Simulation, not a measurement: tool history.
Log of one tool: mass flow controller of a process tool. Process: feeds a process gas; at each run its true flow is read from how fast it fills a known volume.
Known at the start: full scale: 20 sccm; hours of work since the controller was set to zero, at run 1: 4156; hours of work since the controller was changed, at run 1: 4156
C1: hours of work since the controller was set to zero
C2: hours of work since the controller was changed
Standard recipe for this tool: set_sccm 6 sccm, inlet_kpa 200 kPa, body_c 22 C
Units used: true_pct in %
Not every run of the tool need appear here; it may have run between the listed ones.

run 1 hour=0.0 | set_sccm=6 inlet_kpa=200 body_c=22 | C1=4156 C2=4156 | true_pct=95.85
-- hour=105.5 controller's zero set anew
run 2 hour=333.7 | set_sccm=6 inlet_kpa=200 body_c=22 | C1=130 C2=4345 | true_pct=98.92
run 3 hour=598.2 | set_sccm=6 inlet_kpa=200 body_c=22 | C1=280 C2=4495 | true_pct=98.82
run 4 hour=798.3 | set_sccm=6 inlet_kpa=200 body_c=27 | C1=393 C2=4609 | true_pct=98.35
run 5 hour=1159.1 | set_sccm=9 inlet_kpa=200 body_c=22 | C1=598 C2=4814 | true_pct=99.31
run 6 hour=1397.5 | set_sccm=6 inlet_kpa=200 body_c=23 | C1=733 C2=4949 | true_pct=98.43
run 7 hour=1567.4 | set_sccm=6 inlet_kpa=190 body_c=23 | C1=830 C2=5045 | true_pct=98.36
run 8 hour=1903.5 | set_sccm=6 inlet_kpa=200 body_c=22 | C1=1020 C2=5236 | true_pct=98.40
run 9 hour=2244.9 | set_sccm=19 inlet_kpa=200 body_c=22 | C1=1214 C2=5430 | true_pct=100.47
run 10 hour=2473.9 | set_sccm=19 inlet_kpa=200 body_c=22 | C1=1344 C2=5560 | true_pct=100.55
run 11 hour=2785.7 | set_sccm=19 inlet_kpa=200 body_c=22 | C1=1521 C2=5737 | true_pct=100.42
run 12 hour=3005.7 | set_sccm=6 inlet_kpa=200 body_c=22 | C1=1646 C2=5862 | true_pct=98.02
run 13 hour=3295.3 | set_sccm=2 inlet_kpa=200 body_c=22 | C1=1810 C2=6026 | true_pct=94.82
run 14 hour=3534.2 | set_sccm=6 inlet_kpa=200 body_c=22 | C1=1946 C2=6161 | true_pct=97.86
run 15 hour=3909.3 | set_sccm=8 inlet_kpa=200 body_c=22 | C1=2158 C2=6374 | true_pct=98.39
run 16 hour=4203.0 | set_sccm=8 inlet_kpa=200 body_c=22 | C1=2325 C2=6541 | true_pct=98.33
run 17 hour=4532.5 | set_sccm=8 inlet_kpa=200 body_c=22 | C1=2512 C2=6728 | true_pct=98.31
run 18 hour=4844.3 | set_sccm=8 inlet_kpa=200 body_c=22 | C1=2689 C2=6905 | true_pct=98.15
run 19 hour=5025.9 | set_sccm=8 inlet_kpa=200 body_c=22 | C1=2792 C2=7008 | true_pct=98.15
run 20 hour=5273.8 | set_sccm=8 inlet_kpa=200 body_c=22 | C1=2933 C2=7149 | true_pct=98.04
run 21 hour=5595.0 | set_sccm=6 inlet_kpa=271 body_c=22 | C1=3115 C2=7331 | true_pct=97.37
run 22 hour=5886.8 | set_sccm=6 inlet_kpa=271 body_c=22 | C1=3281 C2=7496 | true_pct=97.26
run 23 hour=6168.9 | set_sccm=6 inlet_kpa=271 body_c=22 | C1=3441 C2=7656 | true_pct=97.29
run 24 hour=6552.2 | set_sccm=6 inlet_kpa=271 body_c=22 | C1=3658 C2=7874 | true_pct=97.10
run 25 hour=6880.8 | set_sccm=2 inlet_kpa=234 body_c=22 | C1=3845 C2=8060 | true_pct=91.00
run 26 hour=7204.3 | set_sccm=16 inlet_kpa=153 body_c=35 | C1=4028 C2=8244 | true_pct=98.78
-- hour=7523.7 controller's zero set anew
-- hour=7565.5 controller exchanged for a calibrated one
run 27 hour=7566.7 | set_sccm=16 inlet_kpa=153 body_c=35 | C1=1 C2=1 | true_pct=98.62
run 28 hour=7779.0 | set_sccm=16 inlet_kpa=153 body_c=35 | C1=121 C2=121 | true_pct=98.50
run 29 hour=7941.1 | set_sccm=16 inlet_kpa=153 body_c=35 | C1=213 C2=213 | true_pct=98.56
run 30 hour=8150.0 | set_sccm=16 inlet_kpa=153 body_c=35 | C1=332 C2=332 | true_pct=98.56
run 31 hour=8528.4 | set_sccm=16 inlet_kpa=253 body_c=24 | C1=546 C2=546 | true_pct=99.42
run 32 hour=8694.5 | set_sccm=16 inlet_kpa=253 body_c=24 | C1=641 C2=641 | true_pct=99.27
run 33 hour=8989.9 | set_sccm=16 inlet_kpa=253 body_c=24 | C1=808 C2=808 | true_pct=99.36
run 34 hour=9149.0 | set_sccm=4 inlet_kpa=200 body_c=39 | C1=899 C2=899 | true_pct=95.80
run 35 hour=9406.2 | set_sccm=2 inlet_kpa=200 body_c=22 | C1=1044 C2=1044 | true_pct=95.32
run 36 hour=9672.9 | set_sccm=10 inlet_kpa=232 body_c=25 | C1=1196 C2=1196 | true_pct=98.30
run 37 hour=9993.9 | set_sccm=10 inlet_kpa=232 body_c=25 | C1=1378 C2=1378 | true_pct=98.21
run 38 hour=10351.3 | set_sccm=10 inlet_kpa=165 body_c=30 | C1=1581 C2=1581 | true_pct=97.77
run 39 hour=10515.9 | set_sccm=13 inlet_kpa=166 body_c=23 | C1=1674 C2=1674 | true_pct=98.77
run 40 hour=10740.1 | set_sccm=12 inlet_kpa=280 body_c=22 | C1=1801 C2=1801 | true_pct=98.87
run 41 hour=11045.2 | set_sccm=6 inlet_kpa=200 body_c=31 | C1=1975 C2=1975 | true_pct=96.47
run 42 hour=11349.7 | set_sccm=12 inlet_kpa=270 body_c=30 | C1=2147 C2=2147 | true_pct=98.08
run 43 hour=11629.3 | set_sccm=12 inlet_kpa=169 body_c=21 | C1=2306 C2=2306 | true_pct=98.74
run 44 hour=11956.3 | set_sccm=6 inlet_kpa=157 body_c=22 | C1=2492 C2=2492 | true_pct=96.71
run 45 hour=12183.7 | set_sccm=13 inlet_kpa=143 body_c=21 | C1=2621 C2=2621 | true_pct=98.73
run 46 hour=12496.4 | set_sccm=3 inlet_kpa=233 body_c=36 | C1=2798 C2=2798 | true_pct=93.14
run 47 hour=12750.4 | set_sccm=3 inlet_kpa=233 body_c=36 | C1=2942 C2=2942 | true_pct=93.07

How would selected steps in true_pct from run to run divide? Give the signed amount a tool lacking its hidden state would still show from settings, what came in and random variation, and the signed amount left for the hidden state, including any gauge scatter that is not in both of the compared results.
Unlogged tool condition in this case: flow at rest that the sensor doesn't see, % of full scale; true flow over the shown one, %; drift of the gauge itself on true_pct, %.
Run 24 -> 25: set_sccm 6 -> 2, inlet_kpa 271 -> 234. true_pct -6.10 %: hidden state -5.66, all else -0.44.
Run 25 -> 26: set_sccm 2 -> 16, inlet_kpa 234 -> 153, body_c 22 -> 35. true_pct +7.78 %: hidden state +7.26, all else +0.52.
Run 45 -> 46: set_sccm 13 -> 3, inlet_kpa 143 -> 233, body_c 21 -> 36. true_pct -5.59 %: hidden state -3.41, all else -2.18.

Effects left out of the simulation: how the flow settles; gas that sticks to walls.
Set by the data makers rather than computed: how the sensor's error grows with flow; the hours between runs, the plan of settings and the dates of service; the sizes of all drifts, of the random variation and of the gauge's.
